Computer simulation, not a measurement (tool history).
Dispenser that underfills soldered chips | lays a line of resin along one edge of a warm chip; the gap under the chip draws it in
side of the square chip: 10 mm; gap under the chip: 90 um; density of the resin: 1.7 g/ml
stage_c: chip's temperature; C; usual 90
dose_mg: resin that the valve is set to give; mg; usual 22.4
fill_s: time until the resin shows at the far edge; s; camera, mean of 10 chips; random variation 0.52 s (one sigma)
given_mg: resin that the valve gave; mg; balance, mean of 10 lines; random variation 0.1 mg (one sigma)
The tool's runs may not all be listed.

Run 1, day 0.000: usual settings. Result: fill_s 51.1 s, given_mg 22.06 mg.
Run 2, day 0.279: usual settings but stage_c 86 C. Result: fill_s 78.3 s, given_mg 21.92 mg.
At day 0.338: new syringe of resin.
Run 3, day 0.558: usual settings but stage_c 86 C. Result: fill_s 59.7 s, given_mg 21.78 mg.
At day 0.883: new syringe of resin.
Run 4, day 1.142: usual settings but stage_c 86 C. Result: fill_s 61.4 s, given_mg 21.75 mg.
At day 1.392: new syringe of resin.
Run 5, day 1.517: usual settings but stage_c 86 C. Result: fill_s 53.8 s, given_mg 21.53 mg.
Run 6, day 1.800: usual settings but stage_c 86 C. Result: fill_s 72.0 s, given_mg 21.49 mg.
At day 1.946: new syringe of resin.
Run 7, day 2.146: usual settings but stage_c 86 C. Result: fill_s 58.1 s, given_mg 21.33 mg.
At day 2.458: new syringe of resin.
Run 8, day 2.712: usual settings but stage_c 89 C. Result: fill_s 55.0 s, given_mg 21.39 mg.
At day 2.983: new syringe of resin.
Run 9, day 3.200: usual settings but stage_c 80 C. Result: fill_s 72.2 s, given_mg 21.09 mg.
At day 3.512: new syringe of resin.
Run 10, day 3.567: usual settings but stage_c 80 C. Result: fill_s 59.6 s, given_mg 20.95 mg.
Run 11, day 3.904: usual settings but stage_c 80 C. Result: fill_s 84.5 s, given_mg 20.81 mg.
At day 4.038: new syringe of resin.
Run 12, day 4.188: usual settings but dose_mg 24.6 mg. Result: fill_s 47.6 s, given_mg 23.10 mg.
At day 4.558: new syringe of resin.
Run 13, day 4.712: usual settings but dose_mg 22.0 mg. Result: fill_s 48.3 s, given_mg 20.31 mg.
At day 5.083: new syringe of resin.
Run 14, day 5.154: usual settings. Result: fill_s 45.1 s, given_mg 20.66 mg.
At day 5.550: dispensing valve cleaned and set on the balance.
Run 15, day 5.558: usual settings but dose_mg 21.6 mg. Result: fill_s 65.1 s, given_mg 21.64 mg.
At day 5.646: new syringe of resin.
Run 16, day 5.854: usual settings but dose_mg 28.9 mg. Result: fill_s 50.1 s, given_mg 28.35 mg.
At day 6.175: new syringe of resin.
Run 17, day 6.417: usual settings but dose_mg 28.9 mg. Result: fill_s 51.4 s, given_mg 28.66 mg.
At day 6.717: new syringe of resin.
Run 18, day 7.000: usual settings but stage_c 89 C, dose_mg 20.0 mg. Result: fill_s 56.0 s, given_mg 19.63 mg.
At day 7.238: new syringe of resin.
Run 19, day 7.496: usual settings but stage_c 85 C, dose_mg 27.0 mg. Result: fill_s 59.1 s, given_mg 26.44 mg.
At day 7.779: new syringe of resin.
Run 20, day 8.033: usual settings but stage_c 93 C, dose_mg 27.0 mg. Result: fill_s 46.5 s, given_mg 26.22 mg.
At day 8.317: new syringe of resin.
Run 21, day 8.396: usual settings but stage_c 93 C, dose_mg 27.0 mg. Result: fill_s 37.9 s, given_mg 25.96 mg.
At day 8.854: new syringe of resin.
Run 22, day 8.862: usual settings but stage_c 102 C, dose_mg 25.8 mg. Result: fill_s 26.8 s, given_mg 24.88 mg.
Run 23, day 9.133: usual settings but stage_c 102 C, dose_mg 25.8 mg. Result: fill_s 36.5 s, given_mg 24.67 mg.
At day 9.383: new syringe of resin.
Run 24, day 9.462: usual settings but stage_c 77 C, dose_mg 20.4 mg. Result: fill_s 69.4 s, given_mg 19.29 mg.
Run 25, day 9.817: usual settings but stage_c 77 C, dose_mg 20.4 mg. Result: fill_s 100.0 s, given_mg 19.29 mg.
At day 9.912: new syringe of resin.
Run 26, day 10.342: usual settings but stage_c 77 C, dose_mg 20.4 mg. Result: fill_s 99.4 s, given_mg 19.31 mg.
At day 10.438: new syringe of resin.
Run 27, day 10.775: usual settings but stage_c 95 C, dose_mg 21.0 mg. Result: fill_s 49.6 s, given_mg 19.72 mg.
At day 10.946: new syringe of resin.
Run 28, day 11.038: usual settings but stage_c 95 C, dose_mg 21.0 mg. Result: fill_s 38.6 s, given_mg 19.46 mg.
At day 11.483: new syringe of resin.
Run 29, day 11.496: usual settings but stage_c 75 C, dose_mg 25.1 mg. Result: fill_s 65.5 s, given_mg 23.37 mg.
At day 12.000: new syringe of resin.
Run 30, day 12.000: usual settings but stage_c 83 C, dose_mg 26.2 mg. Result: fill_s 49.5 s, given_mg 24.21 mg.
At day 12.521: new syringe of resin.
At day 12.562: dispensing valve cleaned and set on the balance.
Run 31, day 12.571: usual settings but stage_c 76 C, dose_mg 28.0 mg. Result: fill_s 63.5 s, given_mg 28.25 mg.
Run 32, day 12.842: usual settings but stage_c 76 C, dose_mg 28.0 mg. Result: fill_s 83.1 s, given_mg 28.07 mg.
At day 13.071: new syringe of resin.
Run 33, day 13.379: usual settings but stage_c 76 C, dose_mg 28.0 mg. Result: fill_s 86.0 s, given_mg 27.79 mg.
At day 13.608: new syringe of resin.
Run 34, day 13.929: usual settings but stage_c 84 C, dose_mg 27.3 mg. Result: fill_s 65.7 s, given_mg 27.00 mg.

Forecast each of these 4 alternatives for the next run:
At day 14.142: new syringe of resin.
Run A, day 14.188: usual settings but stage_c 96 C, dose_mg 20.6 mg. Result: fill_s ?, given_mg ?.
At day 14.142: new syringe of resin.
Run B, day 14.188: usual settings but stage_c 88 C, dose_mg 23.2 mg. Result: fill_s ?, given_mg ?.
At day 14.142: new syringe of resin.
Run C, day 14.188: usual settings but dose_mg 21.8 mg. Result: fill_s ?, given_mg ?.
At day 14.142: new syringe of resin.
Run D, day 14.188: usual settings but dose_mg 26.1 mg. Result: fill_s ?, given_mg ?.

run  fill_s  given_mg
  A    35.3     20.15
  B    43.9     22.83
  C    41.5     21.47
  D    39.6     25.56
Without the tool's hidden state the same runs would have given:
run  fill_s  given_mg
  A    36.3     20.52
  B    45.3     23.26
  C    42.8     21.86
  D    41.0     26.03

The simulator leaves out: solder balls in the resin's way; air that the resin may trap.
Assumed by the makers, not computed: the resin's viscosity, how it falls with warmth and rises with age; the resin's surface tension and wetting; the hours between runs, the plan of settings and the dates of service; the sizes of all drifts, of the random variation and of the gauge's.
